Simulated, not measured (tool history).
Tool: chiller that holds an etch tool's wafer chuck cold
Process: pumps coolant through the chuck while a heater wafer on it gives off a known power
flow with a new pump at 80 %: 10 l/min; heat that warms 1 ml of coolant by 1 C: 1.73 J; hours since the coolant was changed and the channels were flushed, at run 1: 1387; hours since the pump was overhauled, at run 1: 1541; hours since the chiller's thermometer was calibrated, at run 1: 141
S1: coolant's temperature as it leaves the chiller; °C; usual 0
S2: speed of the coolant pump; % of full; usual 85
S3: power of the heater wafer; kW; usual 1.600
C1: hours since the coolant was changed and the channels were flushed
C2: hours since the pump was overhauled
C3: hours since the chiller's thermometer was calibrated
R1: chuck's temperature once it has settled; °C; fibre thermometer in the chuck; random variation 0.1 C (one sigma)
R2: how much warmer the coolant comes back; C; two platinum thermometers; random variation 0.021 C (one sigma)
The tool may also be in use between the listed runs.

| run | hour | S1 | S2 | S3 | C1 | C2 | C3 | R1 | R2 |
|---|---|---|---|---|---|---|---|---|---|
| 1 | 0.0 | 0 | 85 | 1.600 | 1387 | 1541 | 141 | 18.8 | 5.22 |
| 2 | 46.2 | 0 | 85 | 1.600 | 1434 | 1587 | 187 | 18.8 | 5.22 |
| 3 | 76.8 | 0 | 85 | 1.600 | 1464 | 1617 | 218 | 18.7 | 5.21 |
| 4 | 131.4 | 0 | 85 | 1.600 | 1519 | 1672 | 273 | 18.6 | 5.17 |
| 5 | 175.5 | 0 | 85 | 1.600 | 1563 | 1716 | 317 | 18.6 | 5.18 |
| 6 | 219.9 | 0 | 66 | 1.600 | 1607 | 1761 | 361 | 23.3 | 6.77 |
| 7 | 244.7 | 0 | 70 | 0.936 | 1632 | 1785 | 386 | 13.0 | 3.72 |

The next listed run, before its measurement:
| 8 | 299.8 | 0 | 70 | 0.936 | 1687 | 1840 | 441 | ? | ? |

Run 8 gave R1 12.9 °C, R2 3.75 C.
Without the tool's hidden state the same run would have given R1 12.9 °C, R2 3.75 C.
